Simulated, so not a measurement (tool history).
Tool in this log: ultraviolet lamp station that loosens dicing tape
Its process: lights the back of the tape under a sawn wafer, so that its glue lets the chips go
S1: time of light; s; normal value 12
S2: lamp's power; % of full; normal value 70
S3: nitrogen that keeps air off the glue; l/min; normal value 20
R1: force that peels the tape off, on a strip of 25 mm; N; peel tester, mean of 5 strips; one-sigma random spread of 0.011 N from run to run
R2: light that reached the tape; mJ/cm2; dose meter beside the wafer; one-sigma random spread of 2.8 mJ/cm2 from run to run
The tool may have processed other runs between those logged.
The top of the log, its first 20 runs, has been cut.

Run 21, hour 625.7: usual settings. Result: R1 0.507 N, R2 378 mJ/cm2.
Run 22, hour 655.1: usual settings. Result: R1 0.497 N, R2 390 mJ/cm2.
Run 23, hour 675.4: usual settings. Result: R1 0.508 N, R2 387 mJ/cm2.
Run 24, hour 694.1: usual settings. Result: R1 0.476 N, R2 384 mJ/cm2.
Run 25, hour 733.9: usual settings but S2 82 % of full, S3 11 l/min. Result: R1 0.582 N, R2 455 mJ/cm2.
At hour 760.5: lamp changed.
Run 26, hour 763.6: usual settings but S1 16 s, S2 88 % of full, S3 7 l/min. Result: R1 0.443 N, R2 647 mJ/cm2.
Run 27, hour 796.5: usual settings but S1 19 s, S2 65 % of full. Result: R1 0.299 N, R2 567 mJ/cm2.
Run 28, hour 842.0: usual settings but S2 65 % of full, S3 11 l/min. Result: R1 0.769 N, R2 357 mJ/cm2.
Run 29, hour 861.6: usual settings but S2 65 % of full, S3 11 l/min. Result: R1 0.746 N, R2 354 mJ/cm2.
Run 30, hour 892.4: usual settings but S2 65 % of full, S3 11 l/min. Result: R1 0.768 N, R2 355 mJ/cm2.
At hour 913.2: window cleaned of glue's vapour.
Run 31, hour 920.3: usual settings but S1 15 s, S2 79 % of full, S3 14 l/min. Result: R1 0.378 N, R2 543 mJ/cm2.
Run 32, hour 964.3: usual settings but S2 64 % of full, S3 8 l/min. Result: R1 0.862 N, R2 351 mJ/cm2.
Run 33, hour 1008.5: usual settings but S2 64 % of full, S3 8 l/min. Result: R1 0.866 N, R2 354 mJ/cm2.
Run 34, hour 1042.1: usual settings but S2 90 % of full, S3 8 l/min. Result: R1 0.611 N, R2 495 mJ/cm2.
Run 35, hour 1072.3: usual settings but S1 7 s, S2 76 % of full. Result: R1 0.897 N, R2 237 mJ/cm2.
Run 36, hour 1096.5: usual settings but S1 11 s, S3 32 l/min. Result: R1 0.428 N, R2 353 mJ/cm2.
Run 37, hour 1134.7: usual settings but S1 14 s, S2 60 % of full, S3 24 l/min. Result: R1 0.445 N, R2 385 mJ/cm2.
Run 38, hour 1159.1: usual settings but S1 6 s, S2 65 % of full, S3 7 l/min. Result: R1 1.652 N, R2 179 mJ/cm2.
Run 39, hour 1186.1: usual settings but S3 17 l/min. Result: R1 0.554 N, R2 388 mJ/cm2.
Run 40, hour 1227.7: usual settings but S1 9 s, S2 95 % of full, S3 23 l/min. Result: R1 0.459 N, R2 388 mJ/cm2.
Run 41, hour 1266.6: usual settings but S1 9 s, S2 81 % of full, S3 21 l/min. Result: R1 0.604 N, R2 335 mJ/cm2.
Run 42, hour 1300.9: usual settings but S1 11 s, S3 15 l/min. Result: R1 0.637 N, R2 353 mJ/cm2.
Run 43, hour 1343.2: usual settings but S1 10 s. Result: R1 0.634 N, R2 324 mJ/cm2.
Run 44, hour 1378.3: usual settings but S1 16 s, S2 74 % of full, S3 6 l/min. Result: R1 0.632 N, R2 540 mJ/cm2.

What if the next run were any one of these 3? Each begins from the tool's condition after run 44:
Run A, hour 1422.6: usual settings but S3 9 l/min. Result: R1 ?, R2 ?.
Run B, hour 1422.6: usual settings but S1 10 s, S2 74 % of full, S3 17 l/min. Result: R1 ?, R2 ?.
Run C, hour 1422.6: usual settings but S2 91 % of full, S3 6 l/min. Result: R1 ?, R2 ?.

run     R1   R2
  A  0.800  379
  B  0.651  337
  C  0.683  498
What these runs would have given with no unlogged condition in the tool:
run     R1   R2
  A  0.799  379
  B  0.650  337
  C  0.682  498

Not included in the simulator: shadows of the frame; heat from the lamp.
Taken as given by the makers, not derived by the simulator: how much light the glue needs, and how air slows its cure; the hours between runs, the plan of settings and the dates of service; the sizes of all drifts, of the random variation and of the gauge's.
